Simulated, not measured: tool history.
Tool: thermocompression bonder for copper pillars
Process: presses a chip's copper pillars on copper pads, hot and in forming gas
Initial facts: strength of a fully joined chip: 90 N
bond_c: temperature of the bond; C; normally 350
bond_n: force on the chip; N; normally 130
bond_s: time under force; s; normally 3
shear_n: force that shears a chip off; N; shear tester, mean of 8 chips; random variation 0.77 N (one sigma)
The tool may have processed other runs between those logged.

run,hour,bond_c,bond_n,bond_s,shear_n
1,0,350,130,3,53.7
2,47.7,350,130,3,54.1
3,89.9,350,130,3,51.6
# hour 110.8: forming gas filter changed
4,118.7,350,130,3,55
5,149.6,350,130,3,54.6
6,178.3,350,130,2,48
7,229.3,350,130,3,54.6
8,261.3,350,130,3,51.8
9,298.1,350,130,3,51.2
# hour 329.3: forming gas filter changed
10,339,341,130,3,48.8
11,371,341,130,3,47.9
12,403.8,341,130,3,49
13,432.7,341,130,3,47.7
# hour 438.9: force cell calibrated
14,476.7,341,130,3,47.6
15,522.1,350,130,3,52.4
# hour 551.5: forming gas filter changed
16,562.9,362,130,3,61.1
17,587.5,362,130,3,60.5
18,641.4,380,130,3,67
# hour 669: force cell calibrated, once more
19,671.9,380,130,3,67
20,717.7,350,130,3,49.6
21,741.9,360,81,2,37.9
22,767.8,352,88,2,35.4
# hour 772.2: forming gas filter changed
23,819.7,335,86,5,41.4
24,867.3,336,86,5,41.7
25,896.1,350,109,3,45.7
26,946.6,370,109,3,55.5
# hour 992.5: forming gas filter changed
27,994.7,343,138,3,52
28,1040.8,347,138,2,45.6
29,1077.2,347,138,2,45.2
30,1101.8,339,130,3,45.8
31,1137.4,339,130,6,54.5

Run 32 comes next. What will it give?
32,1163.5,323,179,5,?

{"run 32": {"shear_n": 52.5}}
With the hidden condition absent and the run-to-run variation left alone, this run would have shown shear_n 62.1 N.

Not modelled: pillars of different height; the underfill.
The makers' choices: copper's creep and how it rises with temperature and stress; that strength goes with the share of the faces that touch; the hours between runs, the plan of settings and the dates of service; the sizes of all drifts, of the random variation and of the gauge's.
